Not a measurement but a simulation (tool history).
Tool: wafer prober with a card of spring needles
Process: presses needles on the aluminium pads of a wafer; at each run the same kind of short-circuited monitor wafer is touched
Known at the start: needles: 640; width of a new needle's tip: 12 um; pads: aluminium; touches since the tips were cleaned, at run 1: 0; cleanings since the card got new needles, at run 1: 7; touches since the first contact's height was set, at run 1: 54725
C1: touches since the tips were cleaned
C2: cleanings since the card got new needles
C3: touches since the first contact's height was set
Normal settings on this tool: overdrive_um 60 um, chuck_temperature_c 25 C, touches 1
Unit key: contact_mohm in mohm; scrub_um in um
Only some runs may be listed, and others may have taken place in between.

Run 1, hour 0: usual settings; C1 0; C2 7; C3 54725. Result: contact_mohm 120 mohm, scrub_um 16.47 um.
Run 2, hour 5.3: usual settings; C1 1875; C2 7; C3 56600. Result: contact_mohm 120 mohm, scrub_um 16.59 um.
Run 3, hour 11.2: usual settings but overdrive_um 57 um; C1 3963; C2 7; C3 58688. Result: contact_mohm 123 mohm, scrub_um 15.77 um.
Run 4, hour 18.4: usual settings but overdrive_um 57 um; C1 6489; C2 7; C3 61214. Result: contact_mohm 118 mohm, scrub_um 15.78 um.
At hour 20.3: tips cleaned on abrasive film.
Run 5, hour 27.3: usual settings but touches 2; C1 2460; C2 8; C3 64325. Result: contact_mohm 120 mohm, scrub_um 16.76 um.
Run 6, hour 35.8: usual settings but overdrive_um 44 um; C1 5435; C2 8; C3 67300. Result: contact_mohm 124 mohm, scrub_um 12.22 um.
At hour 40.8: tips cleaned on abrasive film.
Run 7, hour 42.2: usual settings but chuck_temperature_c 32 C; C1 472; C2 9; C3 69524. Result: contact_mohm 123 mohm, scrub_um 16.72 um.
Run 8, hour 46.7: usual settings but chuck_temperature_c 32 C; C1 2071; C2 9; C3 71123. Result: contact_mohm 123 mohm, scrub_um 16.6 um.
Run 9, hour 51.8: usual settings but overdrive_um 43 um; C1 3886; C2 9; C3 72938. Result: contact_mohm 124 mohm, scrub_um 12.1 um.
Run 10, hour 59.2: usual settings but overdrive_um 43 um; C1 6494; C2 9; C3 75546. Result: contact_mohm 124 mohm, scrub_um 11.94 um.
At hour 60.9: tips cleaned on abrasive film.
Run 11, hour 64.4: usual settings but overdrive_um 43 um; C1 1228; C2 10; C3 77331. Result: contact_mohm 126 mohm, scrub_um 11.98 um.
Run 12, hour 72.7: usual settings but touches 3; C1 4165; C2 10; C3 80268. Result: contact_mohm 121 mohm, scrub_um 16.68 um.
At hour 81.3: tips cleaned on abrasive film.
Run 13, hour 81.8: usual settings but overdrive_um 71 um; C1 170; C2 11; C3 83440. Result: contact_mohm 118 mohm, scrub_um 19.83 um.
Run 14, hour 89: usual settings but overdrive_um 71 um; C1 2705; C2 11; C3 85975. Result: contact_mohm 117 mohm, scrub_um 19.88 um.
Run 15, hour 95: usual settings; C1 4825; C2 11; C3 88095. Result: contact_mohm 118 mohm, scrub_um 16.81 um.
At hour 101.5: tips cleaned on abrasive film.
Run 16, hour 102.7: usual settings but touches 2; C1 397; C2 12; C3 90755. Result: contact_mohm 122 mohm, scrub_um 16.88 um.
Run 17, hour 108.1: usual settings but touches 2; C1 2301; C2 12; C3 92659. Result: contact_mohm 117 mohm, scrub_um 16.84 um.
Run 18, hour 115.6: usual settings but touches 2; C1 4976; C2 12; C3 95334. Result: contact_mohm 118 mohm, scrub_um 16.93 um.
Run 19, hour 119.8: usual settings but overdrive_um 42 um, chuck_temperature_c 124 C; C1 6438; C2 12; C3 96796. Result: contact_mohm 142 mohm, scrub_um 11.82 um.
At hour 121.8: tips cleaned on abrasive film.
Run 20, hour 125.5: usual settings but overdrive_um 42 um, chuck_temperature_c 124 C; C1 1281; C2 13; C3 98759. Result: contact_mohm 142 mohm, scrub_um 11.77 um.
Run 21, hour 134.2: usual settings but overdrive_um 51 um, chuck_temperature_c 101 C; C1 4351; C2 13; C3 101829. Result: contact_mohm 135 mohm, scrub_um 14.41 um.
At hour 136.6: gauge calibrated.
At hour 142.3: tips cleaned on abrasive film.
Run 22, hour 142.5: usual settings but overdrive_um 44 um, chuck_temperature_c 59 C, touches 2; C1 75; C2 14; C3 104742. Result: contact_mohm 130 mohm, scrub_um 12.11 um.
Run 23, hour 151: usual settings but overdrive_um 56 um, chuck_temperature_c 63 C, touches 2; C1 3075; C2 14; C3 107742. Result: contact_mohm 125 mohm, scrub_um 15.49 um.
Run 24, hour 160: usual settings but overdrive_um 56 um, chuck_temperature_c 63 C, touches 2; C1 6242; C2 14; C3 110909. Result: contact_mohm 123 mohm, scrub_um 15.5 um.
At hour 162.7: tips cleaned on abrasive film.
Run 25, hour 165.3: usual settings but overdrive_um 56 um, chuck_temperature_c 63 C, touches 2; C1 934; C2 15; C3 112748. Result: contact_mohm 128 mohm, scrub_um 15.44 um.
Run 26, hour 173.6: usual settings but overdrive_um 56 um, chuck_temperature_c 63 C, touches 2; C1 3861; C2 15; C3 115675. Result: contact_mohm 129 mohm, scrub_um 15.56 um.
Run 27, hour 179.5: usual settings but overdrive_um 56 um, chuck_temperature_c 63 C, touches 2; C1 5939; C2 15; C3 117753. Result: contact_mohm 126 mohm, scrub_um 15.48 um.
At hour 183.3: tips cleaned on abrasive film.
Run 28, hour 184.2: usual settings but overdrive_um 64 um, chuck_temperature_c 37 C; C1 301; C2 16; C3 119356. Result: contact_mohm 122 mohm, scrub_um 17.79 um.
Run 29, hour 189.7: usual settings but overdrive_um 62 um; C1 2251; C2 16; C3 121306. Result: contact_mohm 119 mohm, scrub_um 17.2 um.
Run 30, hour 194.3: usual settings but overdrive_um 44 um, chuck_temperature_c 27 C, touches 2; C1 3863; C2 16; C3 122918. Result: contact_mohm 127 mohm, scrub_um 12.22 um.
Run 31, hour 200.8: usual settings but overdrive_um 44 um, chuck_temperature_c 27 C, touches 2; C1 6163; C2 16; C3 125218. Result: contact_mohm 122 mohm, scrub_um 12.28 um.
At hour 203.5: tips cleaned on abrasive film.
Run 32, hour 209.8: usual settings but overdrive_um 44 um, chuck_temperature_c 61 C; C1 2235; C2 17; C3 128377. Result: contact_mohm 131 mohm, scrub_um 12.26 um.
Run 33, hour 213.7: usual settings but chuck_temperature_c 60 C, touches 2; C1 3598; C2 17; C3 129740. Result: contact_mohm 124 mohm, scrub_um 16.68 um.
Run 34, hour 220.1: usual settings but chuck_temperature_c 60 C, touches 2; C1 5847; C2 17; C3 131989. Result: contact_mohm 124 mohm, scrub_um 16.65 um.

Selected run-to-run steps in scrub_um, each split into two signed amounts: the part the tool would show with no hidden state at all (from settings, incoming material and random variation), and the remainder, which goes to the hidden state together with any gauge scatter not common to the measured and the hidden-state-free results:
The tool's hidden condition here consists of: debris on the tips, nm; way that the needles fall short of the set height, um; tips' diameter, um; drift of the gauge itself on contact_mohm, %; drift of the gauge itself on scrub_um, %.
Run 11 -> 12: overdrive_um 43 -> 60, touches 1 -> 3. scrub_um +4.7 um: hidden state +0.07, all else +4.63.
Run 18 -> 19: overdrive_um 60 -> 42, chuck_temperature_c 25 -> 124, touches 2 -> 1. scrub_um -5.11 um: hidden state -0.08, all else -5.03.
Run 21 -> 22: overdrive_um 51 -> 44, chuck_temperature_c 101 -> 59, touches 1 -> 2, gauge calibrated, tips cleaned on abrasive film. scrub_um -2.3 um: hidden state -0.27, all else -2.03.
Run 29 -> 30: overdrive_um 62 -> 44, chuck_temperature_c 25 -> 27, touches 1 -> 2. scrub_um -4.98 um: hidden state -0.03, all else -4.95.
